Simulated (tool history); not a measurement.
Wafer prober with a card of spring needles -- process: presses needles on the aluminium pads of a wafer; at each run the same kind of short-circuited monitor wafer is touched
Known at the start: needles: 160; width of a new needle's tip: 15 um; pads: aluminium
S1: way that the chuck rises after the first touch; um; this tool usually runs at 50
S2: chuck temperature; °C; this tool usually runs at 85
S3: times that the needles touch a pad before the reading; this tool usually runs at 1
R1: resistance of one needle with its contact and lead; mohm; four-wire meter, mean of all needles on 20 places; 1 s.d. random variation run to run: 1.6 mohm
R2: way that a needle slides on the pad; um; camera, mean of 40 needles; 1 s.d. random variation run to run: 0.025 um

{"run": 1, "hour": 0.0, "S1": 50, "S2": 85, "S3": 1, "R1": 171, "R2": 9.33}
{"hour": 3.0, "done": "tips cleaned on abrasive film"}
{"run": 2, "hour": 8.2, "S1": 42, "S2": 85, "S3": 1, "R1": 181, "R2": 7.79}
{"hour": 9.4, "done": "tips cleaned on abrasive film"}
{"hour": 15.8, "done": "tips cleaned on abrasive film"}
{"run": 3, "hour": 20.2, "S1": 50, "S2": 85, "S3": 1, "R1": 174, "R2": 9.27}
{"hour": 22.9, "done": "tips cleaned on abrasive film"}
{"hour": 29.6, "done": "tips cleaned on abrasive film"}
{"run": 4, "hour": 29.6, "S1": 50, "S2": 85, "S3": 1, "R1": 164, "R2": 9.24}
{"hour": 30.8, "done": "height of the first contact set anew"}
{"hour": 36.3, "done": "tips cleaned on abrasive film"}
{"run": 5, "hour": 36.4, "S1": 50, "S2": 85, "S3": 2, "R1": 163, "R2": 9.42}
{"hour": 42.7, "done": "tips cleaned on abrasive film"}
{"run": 6, "hour": 44.9, "S1": 50, "S2": 85, "S3": 2, "R1": 165, "R2": 9.46}
{"hour": 49.9, "done": "tips cleaned on abrasive film"}
{"run": 7, "hour": 51.0, "S1": 50, "S2": 85, "S3": 2, "R1": 165, "R2": 9.49}
{"hour": 56.9, "done": "tips cleaned on abrasive film"}
{"run": 8, "hour": 57.4, "S1": 50, "S2": 85, "S3": 2, "R1": 162, "R2": 9.44}
{"hour": 63.7, "done": "tips cleaned on abrasive film"}
{"run": 9, "hour": 67.5, "S1": 50, "S2": 85, "S3": 2, "R1": 165, "R2": 9.45}
{"hour": 70.2, "done": "tips cleaned on abrasive film"}
{"run": 10, "hour": 74.3, "S1": 50, "S2": 116, "S3": 2, "R1": 173, "R2": 9.37}
{"hour": 77.1, "done": "tips cleaned on abrasive film"}
{"hour": 83.6, "done": "tips cleaned on abrasive film"}
{"run": 11, "hour": 84.8, "S1": 50, "S2": 116, "S3": 2, "R1": 169, "R2": 9.33}
{"hour": 90.3, "done": "tips cleaned on abrasive film"}
{"run": 12, "hour": 94.0, "S1": 50, "S2": 116, "S3": 2, "R1": 172, "R2": 9.38}
{"hour": 97.6, "done": "tips cleaned on abrasive film"}
{"run": 13, "hour": 101.7, "S1": 50, "S2": 116, "S3": 2, "R1": 172, "R2": 9.37}
{"hour": 104.4, "done": "tips cleaned on abrasive film"}
{"hour": 110.8, "done": "tips cleaned on abrasive film"}
{"run": 14, "hour": 113.9, "S1": 50, "S2": 85, "S3": 1, "R1": 170, "R2": 9.31}
{"hour": 118.1, "done": "tips cleaned on abrasive film"}
{"run": 15, "hour": 123.4, "S1": 53, "S2": 51, "S3": 1, "R1": 166, "R2": 9.86}
{"hour": 125.0, "done": "tips cleaned on abrasive film"}
{"run": 16, "hour": 128.6, "S1": 32, "S2": 85, "S3": 1, "R1": 190, "R2": 5.87}
{"hour": 132.1, "done": "tips cleaned on abrasive film"}
{"hour": 138.6, "done": "tips cleaned on abrasive film"}
{"run": 17, "hour": 140.5, "S1": 32, "S2": 85, "S3": 1, "R1": 181, "R2": 5.83}
{"hour": 145.1, "done": "tips cleaned on abrasive film"}
{"hour": 146.0, "done": "height of the first contact set anew"}
{"run": 18, "hour": 151.1, "S1": 40, "S2": 31, "S3": 2, "R1": 164, "R2": 7.54}
{"hour": 152.4, "done": "tips cleaned on abrasive film"}
{"hour": 159.6, "done": "tips cleaned on abrasive film"}
{"run": 19, "hour": 160.5, "S1": 40, "S2": 31, "S3": 3, "R1": 159, "R2": 7.51}
{"hour": 166.9, "done": "tips cleaned on abrasive film"}
{"run": 20, "hour": 171.9, "S1": 69, "S2": 95, "S3": 2, "R1": 163, "R2": 13.03}
{"hour": 174.0, "done": "tips cleaned on abrasive film"}
{"hour": 180.5, "done": "tips cleaned on abrasive film"}
{"run": 21, "hour": 182.1, "S1": 69, "S2": 79, "S3": 3, "R1": 160, "R2": 12.98}
{"hour": 187.4, "done": "tips cleaned on abrasive film"}
{"run": 22, "hour": 188.2, "S1": 56, "S2": 79, "S3": 2, "R1": 162, "R2": 10.56}
{"hour": 193.8, "done": "tips cleaned on abrasive film"}
{"run": 23, "hour": 199.6, "S1": 56, "S2": 79, "S3": 2, "R1": 166, "R2": 10.53}
{"hour": 200.8, "done": "tips cleaned on abrasive film"}
{"hour": 207.9, "done": "tips cleaned on abrasive film"}
{"run": 24, "hour": 208.6, "S1": 68, "S2": 80, "S3": 1, "R1": 160, "R2": 12.75}
{"hour": 214.4, "done": "tips cleaned on abrasive film"}
{"run": 25, "hour": 218.8, "S1": 68, "S2": 60, "S3": 1, "R1": 163, "R2": 12.75}
{"hour": 220.9, "done": "tips cleaned on abrasive film"}
{"hour": 228.1, "done": "tips cleaned on abrasive film"}
{"run": 26, "hour": 231.1, "S1": 68, "S2": 60, "S3": 1, "R1": 159, "R2": 12.73}
{"hour": 234.8, "done": "tips cleaned on abrasive film"}
{"run": 27, "hour": 237.6, "S1": 68, "S2": 60, "S3": 1, "R1": 159, "R2": 12.69}

Here are 3 independent what-if runs from the current tool condition. What would each one return?
{"hour": 241.6, "done": "tips cleaned on abrasive film"}
{"hour": 248.0, "done": "tips cleaned on abrasive film"}
{"run": "A", "hour": 248.0, "S1": 68, "S2": 65, "S3": 1, "R1": "?", "R2": "?"}
{"hour": 241.6, "done": "tips cleaned on abrasive film"}
{"hour": 248.0, "done": "tips cleaned on abrasive film"}
{"run": "B", "hour": 248.0, "S1": 60, "S2": 48, "S3": 2, "R1": "?", "R2": "?"}
{"hour": 241.6, "done": "tips cleaned on abrasive film"}
{"hour": 248.0, "done": "tips cleaned on abrasive film"}
{"run": "C", "hour": 248.0, "S1": 50, "S2": 123, "S3": 1, "R1": "?", "R2": "?"}

run=A R1=154 R2=12.70
run=B R1=155 R2=11.16
run=C R1=169 R2=9.26
With no hidden state in the tool, these same runs would have given:
run=A R1=153 R2=12.89
run=B R1=154 R2=11.36
run=C R1=168 R2=9.45
